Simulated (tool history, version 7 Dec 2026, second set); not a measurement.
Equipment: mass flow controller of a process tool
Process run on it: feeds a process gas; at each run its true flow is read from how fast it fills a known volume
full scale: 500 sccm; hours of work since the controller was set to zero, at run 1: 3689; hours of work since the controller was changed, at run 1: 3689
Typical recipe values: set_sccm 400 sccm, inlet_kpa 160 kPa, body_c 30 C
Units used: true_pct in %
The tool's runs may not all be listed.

run	day	set_sccm	inlet_kpa	body_c	hours of work since the controller was set to zero	hours of work since the controller was changed	true_pct
1	0.000	400	160	30	3689	3689	97.23
2	11.367	400	160	30	3866	3866	97.22
3	28.246	400	160	30	4128	4128	96.96
4	40.479	400	160	30	4318	4318	96.73
5	51.596	63	160	30	4491	4491	88.69
6	62.904	63	160	30	4667	4667	88.39
7	73.283	63	160	30	4828	4828	87.92
8	87.342	63	159	30	5047	5047	87.56
9	107.133	400	160	30	5354	5354	96.13
10	117.679	400	160	30	5518	5518	96.01
11	130.175	400	160	30	5713	5713	95.92
12	151.671	400	160	30	6047	6047	95.75
13	165.496	252	160	30	6262	6262	93.99
# day 180.750: controller's zero set anew
14	185.571	400	160	30	75	6573	94.14
15	200.771	400	160	30	311	6810	94.08
# day 212.758: controller's zero set anew, once more
16	215.450	400	160	30	42	7038	97.08
17	235.425	335	160	30	352	7348	96.47
18	253.250	400	160	26	629	7625	96.84
19	269.650	400	160	30	884	7880	96.33
20	288.392	400	160	30	1176	8171	96.09
21	307.575	129	208	30	1474	8470	93.81
22	318.729	129	175	21	1647	8643	94.20
23	329.904	80	156	21	1821	8817	92.71
24	339.583	62	230	21	1971	8967	91.23
25	352.642	319	160	30	2174	9170	95.22
26	364.550	346	160	21	2360	9355	95.61
27	383.167	173	160	30	2649	9645	93.39
28	396.679	105	218	30	2859	9855	91.42
29	414.738	62	216	21	3140	10136	88.83
30	436.529	400	160	22	3479	10474	95.22
31	445.421	400	168	22	3617	10612	94.99
32	459.879	496	220	30	3842	10837	94.94
33	476.538	220	220	30	4101	11096	92.55
34	488.225	132	273	26	4282	11278	90.55
35	502.425	132	273	26	4503	11499	90.33
36	523.575	132	273	26	4832	11827	89.97
37	545.338	154	273	26	5170	12166	90.42
38	558.762	154	273	26	5379	12374	89.96
39	570.146	154	273	26	5556	12551	89.94
40	583.404	490	141	25	5762	12757	94.36

4 ways to go on from here, each from the tool as it stands after run 40. What would each give?
# day 590.829: controller exchanged for a calibrated one
A	595.704	349	221	27	76	76	?
# day 590.829: controller exchanged for a calibrated one
B	595.704	490	216	23	76	76	?
# day 590.829: controller exchanged for a calibrated one
C	595.704	400	149	30	76	76	?
# day 590.829: controller exchanged for a calibrated one
D	595.704	301	141	25	76	76	?

run	true_pct
A	99.03
B	99.86
C	99.34
D	99.21
What these runs would have given with no unlogged condition in the tool:
run	true_pct
A	99.18
B	99.99
C	99.48
D	99.36
